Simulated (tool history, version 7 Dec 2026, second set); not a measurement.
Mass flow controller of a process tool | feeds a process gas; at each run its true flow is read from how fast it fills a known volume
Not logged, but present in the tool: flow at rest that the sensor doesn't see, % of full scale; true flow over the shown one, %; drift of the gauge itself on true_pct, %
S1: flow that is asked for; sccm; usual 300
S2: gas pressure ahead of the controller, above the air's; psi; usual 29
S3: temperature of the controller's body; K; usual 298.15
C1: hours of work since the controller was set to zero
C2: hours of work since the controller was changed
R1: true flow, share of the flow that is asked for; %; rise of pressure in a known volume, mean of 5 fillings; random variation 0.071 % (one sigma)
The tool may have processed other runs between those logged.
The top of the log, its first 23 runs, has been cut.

| run | day | S1 | S2 | S3 | C1 | C2 | R1 |
|---|---|---|---|---|---|---|---|
| 24 | 252.692 | 300 | 36.1 | 300.15 | 5394 | 5394 | 99.76 |
| 25 | 268.167 | 300 | 36.1 | 300.15 | 5636 | 5636 | 99.78 |
| 26 | 276.171 | 300 | 36.1 | 300.15 | 5761 | 5761 | 99.75 |
| 27 | 291.979 | 332 | 35 | 293.15 | 6009 | 6009 | 99.14 |
| 28 | 308.067 | 67 | 29 | 298.15 | 6260 | 6260 | 99.29 |
| 29 | 322.075 | 67 | 29 | 298.15 | 6479 | 6479 | 99.28 |
| 30 | 329.983 | 67 | 29 | 298.15 | 6603 | 6603 | 99.49 |
|  | 342.046 | controller's zero set anew |
| 31 | 346.367 | 106 | 38.6 | 309.15 | 68 | 6859 | 100.07 |
| 32 | 358.862 | 70 | 38.6 | 294.15 | 263 | 7054 | 98.67 |
| 33 | 370.471 | 106 | 29 | 298.15 | 445 | 7236 | 99.45 |
| 34 | 378.042 | 106 | 29 | 298.15 | 563 | 7355 | 99.43 |

Branching from run 34: 4 alternative next runs. What would each branch give?
| A | 394.812 | 218 | 29 | 298.15 | 825 | 7617 | ? |
| B | 394.812 | 300 | 26.4 | 298.15 | 825 | 7617 | ? |
| C | 394.812 | 110 | 22.8 | 298.15 | 825 | 7617 | ? |
| D | 394.812 | 106 | 36.5 | 298.15 | 825 | 7617 | ? |

| run | R1 |
|---|---|
| A | 99.59 |
| B | 99.89 |
| C | 99.53 |
| D | 99.2 |
What these runs would have given with no unlogged condition in the tool:
| run | R1 |
|---|---|
| A | 99.57 |
| B | 99.87 |
| C | 99.5 |
| D | 99.18 |
